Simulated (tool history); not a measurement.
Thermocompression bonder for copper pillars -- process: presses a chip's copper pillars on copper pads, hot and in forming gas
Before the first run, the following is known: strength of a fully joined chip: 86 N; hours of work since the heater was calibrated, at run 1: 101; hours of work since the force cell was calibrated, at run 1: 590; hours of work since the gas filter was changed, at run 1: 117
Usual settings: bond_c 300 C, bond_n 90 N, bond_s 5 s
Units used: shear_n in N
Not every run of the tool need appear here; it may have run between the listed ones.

run   hour  bond_c  bond_n  bond_s  hours of work since the heater was calibrated  hours of work since the force cell was calibrated  hours of work since the gas filter was changed  shear_n
  1      0     300      90       5                                            101                                                590                                             117     44.6
  2   10.6     300      90       5                                            107                                                597                                             124     44.1
  3   31.8     300      90       5                                            120                                                610                                             137       43
  4     43     300      90       5                                            127                                                616                                             144     43.9
  5   54.7     300      90       5                                            134                                                623                                             151     43.6
  6   68.8     300      90       5                                            143                                                632                                             159     43.8
  7   77.8     300      85       5                                            148                                                638                                             165     41.3
  8   88.1     300      85       5                                            154                                                644                                             171     42.1
  9  101.8     300      85       5                                            163                                                652                                             179     42.1
 10  118.1     300      85       5                                            173                                                662                                             189     40.2
 11  130.4     300      85       5                                            180                                                670                                             197     40.8
 12  148.7     300      85       5                                            191                                                681                                             208     42.7
 13  168.3     300      85       5                                            203                                                693                                             220     40.6
 14  187.7     300      85       5                                            215                                                704                                             232     41.6
 15  201.2     300      85       5                                            223                                                713                                             240     40.7
 16  212.8     300      90       5                                            230                                                720                                             247     42.9
 17  226.6     300      90       5                                            239                                                728                                             255     43.7
 18  246.1     300      90       5                                            251                                                740                                             267     40.8
 19  256.9     315      90       5                                            257                                                746                                             274     47.4
 20  278.2     312      90       5                                            270                                                759                                             287     46.9
 21    293     304      68       7                                            279                                                768                                             296       40
 22    309     328      71       4                                            289                                                778                                             305     40.3
 23  318.6     271      80       7                                            295                                                784                                             311     30.5
 24  339.9     298      80       7                                            308                                                797                                             324     40.5
     351.4  -- forming gas filter changed
 25  351.4     298      59      15                                            314                                                804                                               0       45
 26  363.1     300     108       9                                            321                                                811                                               7     59.5
 27  381.2     303      90       4                                            333                                                822                                              18     42.2
 28  402.1     303      90       4                                            345                                                835                                              31     41.2
 29  411.1     321      90       5                                            351                                                840                                              36     52.3
     418.7  -- force cell calibrated
 30  433.1     281      92       5                                            363                                                  9                                              49     38.4
 31  448.1     281      92       5                                            372                                                 18                                              58     38.9
 32  469.5     300      76       6                                            385                                                 31                                              71     43.5
 33  488.4     329      73       5                                            397                                                 42                                              82       50
 34  500.3     329      73       5                                            404                                                 50                                              90     49.4
 35  509.8     329      73       5                                            410                                                 55                                              96     50.9
 36  526.5     329      73       5                                            420                                                 66                                             106       50
 37  543.1     326      57       9                                            430                                                 76                                             116     48.8
 38  555.8     326      71      13                                            438                                                 83                                             124     62.4
 39  572.5     326      71      13                                            448                                                 94                                             134     60.8

Predict each of these 3 candidate next runs independently; none follows another, all start after run 39:
  A  591.1     326     114      13                                            459                                                105                                             145        ?
  B  591.1     296      71      10                                            459                                                105                                             145        ?
  C  591.1     273     124       5                                            459                                                105                                             145        ?

run  shear_n
  A     75.3
  B     45.6
  C     44.7
Had the tool no hidden state, the same runs would have come out as:
run  shear_n
  A     78.4
  B     48.8
  C     47.9
